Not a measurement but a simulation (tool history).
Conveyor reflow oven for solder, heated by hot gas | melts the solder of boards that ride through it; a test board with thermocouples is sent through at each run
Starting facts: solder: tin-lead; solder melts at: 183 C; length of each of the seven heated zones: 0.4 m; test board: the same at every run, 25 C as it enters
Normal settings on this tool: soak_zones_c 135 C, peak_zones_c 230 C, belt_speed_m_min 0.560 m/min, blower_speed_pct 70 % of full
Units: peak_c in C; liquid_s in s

run,hour,soak_zones_c,peak_zones_c,belt_speed_m_min,blower_speed_pct,peak_c,liquid_s
1,0.0,135,230,0.560,70,214.4,60.4
2,35.1,135,230,0.560,70,213.6,59.5
3,76.3,135,230,0.654,70,207.2,45.3
4,154.6,135,230,0.560,70,212.9,58.7
5,218.0,135,230,0.560,70,211.8,59.4
6,281.8,135,230,0.560,70,212.0,58.4
7,342.7,135,230,0.560,70,211.4,57.4
8,388.4,135,230,0.644,70,207.2,46.1
9,458.1,141,225,0.533,61,209.9,63.2
10,508.6,141,225,0.533,61,209.3,63.9
11,563.4,141,225,0.533,61,208.8,62.3
12,623.6,141,225,0.533,61,209.9,61.8
13,664.7,149,238,0.615,74,220.6,65.7
14,709.2,149,238,0.615,74,219.3,65.6
15,748.7,149,238,0.615,74,219.9,66.4

Put back what was entered between runs (2 entries, withheld): which listed runs does each sit between, and how does the hidden state differ from the listed run before to the listed run after?
Between runs 3 and 4: flux residue cleaned out of gas plates and filters (hour 140.5)
  heat that the gas passes to the board, % of a clean oven's: 94.3 -> 92.7; belt's true speed, % of the reading: 99.63 -> 99.5; true gas temperature in zones 6 and 7 over the reading, C: -1.78 -> -1.98
  measured result minus the result with no hidden state, peak_c: -2.9 -> -3.4 C; liquid_s: -3.0 -> -3.3 s
Between runs 8 and 9: flux residue cleaned out of gas plates and filters, once more (hour 410.9)
  heat that the gas passes to the board, % of a clean oven's: 90.8 -> 99.4; belt's true speed, % of the reading: 99.11 -> 99; true gas temperature in zones 6 and 7 over the reading, C: -2.59 -> -2.76
  measured result minus the result with no hidden state, peak_c: -4.4 -> -2.2 C; liquid_s: -4.5 -> -1.5 s
